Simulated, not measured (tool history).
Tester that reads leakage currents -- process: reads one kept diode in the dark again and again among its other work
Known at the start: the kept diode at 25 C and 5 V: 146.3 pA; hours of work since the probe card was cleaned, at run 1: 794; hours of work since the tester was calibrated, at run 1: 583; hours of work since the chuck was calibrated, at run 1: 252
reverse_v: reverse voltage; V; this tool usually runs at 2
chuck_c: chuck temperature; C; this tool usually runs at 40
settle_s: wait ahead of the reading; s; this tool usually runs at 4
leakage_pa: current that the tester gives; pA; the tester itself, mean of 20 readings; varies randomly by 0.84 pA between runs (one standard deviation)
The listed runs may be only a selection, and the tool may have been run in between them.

run     day  reverse_v  chuck_c  settle_s  hours of work since the probe card was cleaned  hours of work since the tester was calibrated  hours of work since the chuck was calibrated  leakage_pa
  1       0          2       40         4                                             794                                            583                                           252      289.16
  2   6.267          2       40      3.07                                             858                                            647                                           316      291.11
  3  14.529       1.52       40      3.07                                             942                                            731                                           400      252.06
  4   19.55       1.52       40      3.07                                             994                                            782                                           451      254.53
  5  24.312       1.52       40      3.07                                            1042                                            831                                           500      255.81
  6  32.658      10.63       40         4                                            1127                                            916                                           585       758.3
  7  38.183      10.63       51         4                                            1184                                            973                                           641     1636.78
  8  44.842          2       40         4                                            1252                                           1040                                           709      304.38
  9  51.725          2       40         4                                            1322                                           1111                                           780      308.12
 10  55.588          2       22       1.5                                            1361                                           1150                                           819       78.25
     61.758  -- chuck's temperature calibrated
 11  63.696        5.8       46      0.97                                            1443                                           1232                                            20      774.87
 12  70.692       1.03       41      0.53                                            1515                                           1303                                            91      212.16
 13    76.2       1.03       58      6.73                                            1571                                           1360                                           147      691.28
 14  82.075       1.03       58      6.73                                            1631                                           1420                                           207      690.87
 15  86.138      18.83       46      1.37                                            1672                                           1461                                           249      1528.7

Branching from run 15: 3 alternative next runs. What would each branch give?
  A  92.7        1.4       36      6.54                                            1739                                           1528                                           316           ?
  B  92.7      18.83       22      1.37                                            1739                                           1528                                           316           ?
  C  92.7       5.26       40      0.95                                            1739                                           1528                                           316           ?

run  leakage_pa
  A      178.05
  B      265.91
  C      499.38
With no hidden state in the tool, these same runs would have given:
run  leakage_pa
  A      170.87
  B      240.12
  C       478.4

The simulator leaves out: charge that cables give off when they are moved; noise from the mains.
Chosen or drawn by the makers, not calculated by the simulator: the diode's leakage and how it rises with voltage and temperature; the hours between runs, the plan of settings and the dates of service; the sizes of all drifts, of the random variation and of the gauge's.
